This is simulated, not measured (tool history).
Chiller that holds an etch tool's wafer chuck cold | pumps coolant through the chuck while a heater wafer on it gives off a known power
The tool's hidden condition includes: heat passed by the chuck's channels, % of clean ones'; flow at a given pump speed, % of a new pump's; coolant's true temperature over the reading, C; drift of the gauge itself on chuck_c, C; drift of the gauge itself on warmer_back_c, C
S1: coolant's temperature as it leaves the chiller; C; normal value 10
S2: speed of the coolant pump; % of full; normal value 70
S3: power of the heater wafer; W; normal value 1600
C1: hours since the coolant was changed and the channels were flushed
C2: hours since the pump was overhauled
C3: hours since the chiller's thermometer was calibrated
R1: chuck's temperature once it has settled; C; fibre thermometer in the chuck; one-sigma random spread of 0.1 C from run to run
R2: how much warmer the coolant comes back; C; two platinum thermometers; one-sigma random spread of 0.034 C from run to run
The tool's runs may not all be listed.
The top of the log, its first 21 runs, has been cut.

run,hour,S1,S2,S3,C1,C2,C3,R1,R2
22,1430.6,13,91,2107,608,614,162,28.6,5.26
23,1471.1,11,77,2107,648,654,203,29.4,6.40
24,1529.2,11,77,2107,707,712,261,29.6,6.44
25,1596.8,10,83,1352,774,780,328,20.9,3.75
26,1671.9,13,67,876,849,855,404,21.8,3.15
27,1717.1,11,67,876,894,900,449,19.9,3.17
28,1782.6,15,91,950,960,966,514,22.1,2.44
29,1845.3,15,91,950,1023,1028,577,22.3,2.41
30,1883.9,15,91,950,1061,1067,616,22.0,2.36
31,1965.9,10,62,875,1143,1149,697,19.9,3.53

What if the next run were any one of these 4? Each begins from the tool's condition after run 31:
A,2015.9,16,70,1600,1193,1199,748,?,?
B,2015.9,10,63,875,1193,1199,748,?,?
C,2015.9,1,60,929,1193,1199,748,?,?
D,2015.9,15,62,1222,1193,1199,748,?,?

run,R1,R2
A,31.9,5.53
B,19.5,3.43
C,11.6,3.82
D,28.8,4.86
The same runs, with their run-to-run variation unchanged, on a tool lacking any hidden condition would have given:
run,R1,R2
A,31.1,5.38
B,19.0,3.33
C,11.1,3.72
D,28.2,4.73

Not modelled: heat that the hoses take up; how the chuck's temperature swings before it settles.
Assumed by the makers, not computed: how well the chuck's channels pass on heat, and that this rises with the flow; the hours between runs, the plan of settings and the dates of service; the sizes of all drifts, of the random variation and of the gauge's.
